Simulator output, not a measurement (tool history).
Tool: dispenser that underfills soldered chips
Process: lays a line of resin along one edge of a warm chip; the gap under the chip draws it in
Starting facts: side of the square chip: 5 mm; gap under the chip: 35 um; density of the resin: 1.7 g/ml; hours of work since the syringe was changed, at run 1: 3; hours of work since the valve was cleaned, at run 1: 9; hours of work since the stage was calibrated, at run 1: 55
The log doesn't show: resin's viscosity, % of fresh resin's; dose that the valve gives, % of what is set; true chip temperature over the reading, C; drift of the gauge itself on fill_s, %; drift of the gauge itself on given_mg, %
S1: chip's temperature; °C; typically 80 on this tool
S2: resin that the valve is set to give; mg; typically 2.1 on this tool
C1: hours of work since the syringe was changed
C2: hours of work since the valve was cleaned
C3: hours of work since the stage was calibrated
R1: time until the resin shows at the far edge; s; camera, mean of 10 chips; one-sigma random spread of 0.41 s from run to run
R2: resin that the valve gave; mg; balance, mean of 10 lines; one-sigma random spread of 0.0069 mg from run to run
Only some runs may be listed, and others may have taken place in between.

run 1 day=0 | S1=80 S2=2.1 | C1=3 C2=9 C3=55 | R1=33.6 R2=2.096
run 2 day=0.267 | S1=80 S2=2.1 | C1=8 C2=14 C3=60 | R1=43.8 R2=2.088
-- day=0.475 new syringe of resin
run 3 day=0.529 | S1=77 S2=2.1 | C1=1 C2=18 C3=65 | R1=32.7 R2=2.077
run 4 day=0.846 | S1=77 S2=2.1 | C1=7 C2=24 C3=71 | R1=47.5 R2=2.072
-- day=1.1 new syringe of resin
run 5 day=1.1 | S1=80 S2=2.02 | C1=0 C2=29 C3=76 | R1=29.1 R2=1.992
run 6 day=1.488 | S1=80 S2=2.02 | C1=7 C2=36 C3=83 | R1=44 R2=1.994
-- day=1.738 new syringe of resin
run 7 day=1.846 | S1=94 S2=2.1 | C1=2 C2=43 C3=90 | R1=22.1 R2=2.068
run 8 day=2.117 | S1=80 S2=1.88 | C1=7 C2=48 C3=95 | R1=45.9 R2=1.847
-- day=2.362 new syringe of resin
run 9 day=2.388 | S1=80 S2=1.88 | C1=1 C2=53 C3=100 | R1=31.6 R2=1.838
run 10 day=2.746 | S1=69 S2=2.1 | C1=7 C2=60 C3=106 | R1=62.7 R2=2.045
-- day=2.983 new syringe of resin
run 11 day=3.117 | S1=69 S2=2.1 | C1=2 C2=66 C3=113 | R1=45.9 R2=2.041
run 12 day=3.408 | S1=69 S2=2.1 | C1=8 C2=72 C3=119 | R1=64.8 R2=2.045
-- day=3.617 new syringe of resin
run 13 day=3.658 | S1=80 S2=2.35 | C1=1 C2=76 C3=123 | R1=30.1 R2=2.28
run 14 day=3.854 | S1=80 S2=2.35 | C1=4 C2=80 C3=127 | R1=36.7 R2=2.279
run 15 day=4.138 | S1=75 S2=2.1 | C1=10 C2=85 C3=132 | R1=59.9 R2=2.033
-- day=4.233 new syringe of resin
run 16 day=4.317 | S1=75 S2=2.1 | C1=2 C2=89 C3=135 | R1=37 R2=2.035
run 17 day=4.483 | S1=75 S2=2.1 | C1=5 C2=92 C3=138 | R1=43.4 R2=2.021
run 18 day=4.733 | S1=75 S2=2.1 | C1=9 C2=96 C3=143 | R1=58.9 R2=2.028
-- day=4.858 new syringe of resin
run 19 day=4.921 | S1=73 S2=2.1 | C1=1 C2=100 C3=147 | R1=38 R2=2.026
run 20 day=5.154 | S1=73 S2=2.1 | C1=6 C2=104 C3=151 | R1=49.3 R2=2.013
run 21 day=5.325 | S1=73 S2=2.1 | C1=9 C2=107 C3=154 | R1=58.8 R2=2.025
-- day=5.475 new syringe of resin
run 22 day=5.679 | S1=80 S2=2.48 | C1=4 C2=114 C3=161 | R1=35 R2=2.379
run 23 day=5.929 | S1=80 S2=2.48 | C1=9 C2=119 C3=165 | R1=46.6 R2=2.371
-- day=6.112 new syringe of resin
run 24 day=6.167 | S1=84 S2=2.04 | C1=1 C2=123 C3=170 | R1=27.2 R2=1.951
run 25 day=6.358 | S1=84 S2=2.11 | C1=5 C2=126 C3=173 | R1=34.1 R2=2.01
run 26 day=6.562 | S1=65 S2=1.87 | C1=9 C2=130 C3=177 | R1=79.8 R2=1.781
-- day=6.738 new syringe of resin
run 27 day=6.75 | S1=84 S2=2.14 | C1=0 C2=134 C3=180 | R1=25.2 R2=2.037
run 28 day=6.958 | S1=80 S2=2.35 | C1=4 C2=138 C3=184 | R1=36.3 R2=2.219
-- day=7.246 dispensing valve cleaned and set on the balance
run 29 day=7.292 | S1=81 S2=2.35 | C1=10 C2=1 C3=190 | R1=49 R2=2.346
-- day=7.396 new syringe of resin
run 30 day=7.529 | S1=91 S2=2.45 | C1=3 C2=5 C3=194 | R1=23.5 R2=2.444
run 31 day=7.862 | S1=91 S2=2.45 | C1=9 C2=11 C3=200 | R1=34.5 R2=2.436
-- day=8.033 new syringe of resin
run 32 day=8.129 | S1=72 S2=2.5 | C1=2 C2=16 C3=205 | R1=39.7 R2=2.491
run 33 day=8.317 | S1=70 S2=2.35 | C1=5 C2=20 C3=209 | R1=51.8 R2=2.333
run 34 day=8.625 | S1=90 S2=2.64 | C1=11 C2=26 C3=215 | R1=40.2 R2=2.625
-- day=8.671 new syringe of resin
run 35 day=8.842 | S1=90 S2=1.89 | C1=3 C2=29 C3=219 | R1=27.4 R2=1.864

Each row is a separate what-if for the run after 35, all from the same tool condition, not one after another. Results?
run A day=9.204 | S1=71 S2=2.44 | C1=10 C2=36 C3=225 | R1=? R2=?
run B day=9.204 | S1=80 S2=2.63 | C1=10 C2=36 C3=225 | R1=? R2=?
run C day=9.204 | S1=67 S2=2.43 | C1=10 C2=36 C3=225 | R1=? R2=?
run D day=9.204 | S1=80 S2=1.91 | C1=10 C2=36 C3=225 | R1=? R2=?
run E day=9.204 | S1=93 S2=2.6 | C1=10 C2=36 C3=225 | R1=? R2=?

run=A R1=67.3 R2=2.406
run=B R1=50.7 R2=2.597
run=C R1=75.7 R2=2.395
run=D R1=53.9 R2=1.893
run=E R1=35.8 R2=2.573
Stripped of hidden state, with their random variation kept, the same runs would have yielded:
run=A R1=35.3 R2=2.439
run=B R1=26.7 R2=2.632
run=C R1=39.4 R2=2.428
run=D R1=28.4 R2=1.919
run=E R1=18.8 R2=2.609

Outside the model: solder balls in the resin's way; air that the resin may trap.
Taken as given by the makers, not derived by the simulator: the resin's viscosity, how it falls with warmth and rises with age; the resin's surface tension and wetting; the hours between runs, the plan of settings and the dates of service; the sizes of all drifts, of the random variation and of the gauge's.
